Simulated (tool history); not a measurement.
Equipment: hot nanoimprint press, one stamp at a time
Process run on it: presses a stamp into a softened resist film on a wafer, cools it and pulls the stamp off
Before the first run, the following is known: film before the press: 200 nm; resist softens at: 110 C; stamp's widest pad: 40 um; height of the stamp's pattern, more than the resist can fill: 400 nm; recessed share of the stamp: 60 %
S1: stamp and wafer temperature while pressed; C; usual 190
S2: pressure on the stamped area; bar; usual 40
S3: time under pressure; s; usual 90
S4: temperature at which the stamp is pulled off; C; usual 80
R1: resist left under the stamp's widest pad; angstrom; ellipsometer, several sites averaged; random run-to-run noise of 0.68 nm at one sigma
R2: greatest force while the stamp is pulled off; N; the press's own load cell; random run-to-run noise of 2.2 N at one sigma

Run 1, hour 0: usual settings. Result: R1 837 angstrom, R2 123 N.
Run 2, hour 27.2: usual settings. Result: R1 822 angstrom, R2 128 N.
Run 3, hour 50.6: usual settings. Result: R1 827 angstrom, R2 126 N.
Run 4, hour 67.2: usual settings. Result: R1 840 angstrom, R2 138 N.
Run 5, hour 92.4: usual settings. Result: R1 831 angstrom, R2 135 N.
At hour 97.7: plate thermocouple calibrated.
Run 6, hour 120.1: usual settings. Result: R1 863 angstrom, R2 136 N.
Run 7, hour 145.8: usual settings. Result: R1 852 angstrom, R2 145 N.
Run 8, hour 170.6: usual settings but S2 54.1 bar, S4 67 C. Result: R1 759 angstrom, R2 186 N.
At hour 196.8: press's hydraulic seals changed and the load cell set to zero.
Run 9, hour 202.7: usual settings but S2 54.1 bar, S4 67 C. Result: R1 754 angstrom, R2 187 N.
Run 10, hour 219: usual settings but S1 180 C, S3 75 s. Result: R1 1198 angstrom, R2 151 N.
At hour 227.7: plate thermocouple calibrated, once more.
Run 11, hour 244: usual settings but S1 185 C, S2 30.6 bar, S3 80 s, S4 84 C. Result: R1 1072 angstrom, R2 131 N.
Run 12, hour 274.7: usual settings but S1 192 C, S2 61.2 bar, S3 80 s, S4 84 C. Result: R1 653 angstrom, R2 136 N.

4 ways to go on from here, each from the tool as it stands after run 12. What would each give?
Run A, hour 291.4: usual settings but S1 198 C, S2 49.6 bar, S3 80 s, S4 84 C. Result: R1 ?, R2 ?.
Run B, hour 291.4: usual settings but S1 199 C, S2 61.2 bar, S3 80 s, S4 69 C. Result: R1 ?, R2 ?.
Run C, hour 291.4: usual settings but S1 192 C, S2 61.2 bar, S3 80 s, S4 78 C. Result: R1 ?, R2 ?.
Run D, hour 291.4: usual settings but S1 188 C, S2 61.2 bar, S3 80 s, S4 84 C. Result: R1 ?, R2 ?.

run   R1   R2
  A  611  137
  B  521  181
  C  646  154
  D  718  138
Take away the tool's hidden state, keep each run's random variation, and the runs would have read:
run   R1   R2
  A  608   91
  B  518  120
  C  643  102
  D  714   92
